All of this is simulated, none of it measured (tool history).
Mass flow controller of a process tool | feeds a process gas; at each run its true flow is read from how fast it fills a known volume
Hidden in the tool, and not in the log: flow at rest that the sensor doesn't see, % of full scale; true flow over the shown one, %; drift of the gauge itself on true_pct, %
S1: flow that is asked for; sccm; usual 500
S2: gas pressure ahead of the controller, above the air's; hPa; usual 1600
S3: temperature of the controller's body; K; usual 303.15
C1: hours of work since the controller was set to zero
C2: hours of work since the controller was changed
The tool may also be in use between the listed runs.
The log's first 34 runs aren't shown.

run 35 day=132.154 | S1=233 S2=2040 S3=297.15 | C1=4349 C2=4349 | true_flow_(%)=100.1
-- day=132.575 gauge calibrated
run 36 day=136.896 | S1=233 S2=2040 S3=297.15 | C1=4422 C2=4422 | true_flow_(%)=98.03
run 37 day=141.992 | S1=233 S2=2040 S3=304.15 | C1=4501 C2=4501 | true_flow_(%)=98.69
run 38 day=145.688 | S1=205 S2=2530 S3=298.15 | C1=4559 C2=4559 | true_flow_(%)=97.87
run 39 day=150.267 | S1=205 S2=2530 S3=298.15 | C1=4630 C2=4630 | true_flow_(%)=97.88
-- day=154.454 controller's zero set anew
run 40 day=154.454 | S1=114 S2=2800 S3=303.15 | C1=0 C2=4694 | true_flow_(%)=98.01
run 41 day=158.492 | S1=500 S2=1550 S3=295.15 | C1=63 C2=4757 | true_flow_(%)=99.2
run 42 day=163.258 | S1=701 S2=2140 S3=299.15 | C1=136 C2=4831 | true_flow_(%)=99.68
run 43 day=168.167 | S1=701 S2=2140 S3=299.15 | C1=213 C2=4907 | true_flow_(%)=99.96
run 44 day=173.483 | S1=359 S2=2320 S3=299.15 | C1=295 C2=4989 | true_flow_(%)=98.96
run 45 day=176.729 | S1=359 S2=2320 S3=299.15 | C1=345 C2=5040 | true_flow_(%)=98.84
run 46 day=181.079 | S1=359 S2=2320 S3=299.15 | C1=413 C2=5107 | true_flow_(%)=99.1
run 47 day=186.488 | S1=558 S2=2320 S3=303.15 | C1=497 C2=5191 | true_flow_(%)=99.98
run 48 day=188.862 | S1=500 S2=1600 S3=299.15 | C1=533 C2=5228 | true_flow_(%)=99.95

3 ways to go on from here, each from the tool as it stands after run 48. What would each give?
run A day=192.925 | S1=500 S2=1600 S3=293.15 | C1=596 C2=5291 | true_flow_(%)=?
run B day=192.925 | S1=500 S2=2350 S3=299.15 | C1=596 C2=5291 | true_flow_(%)=?
run C day=192.925 | S1=500 S2=1520 S3=298.15 | C1=596 C2=5291 | true_flow_(%)=?

run=A true_flow_(%)=99.58
run=B true_flow_(%)=99.49
run=C true_flow_(%)=100.01
Without the tool's hidden state the same runs would have given:
run=A true_flow_(%)=98.62
run=B true_flow_(%)=98.54
run=C true_flow_(%)=99.05
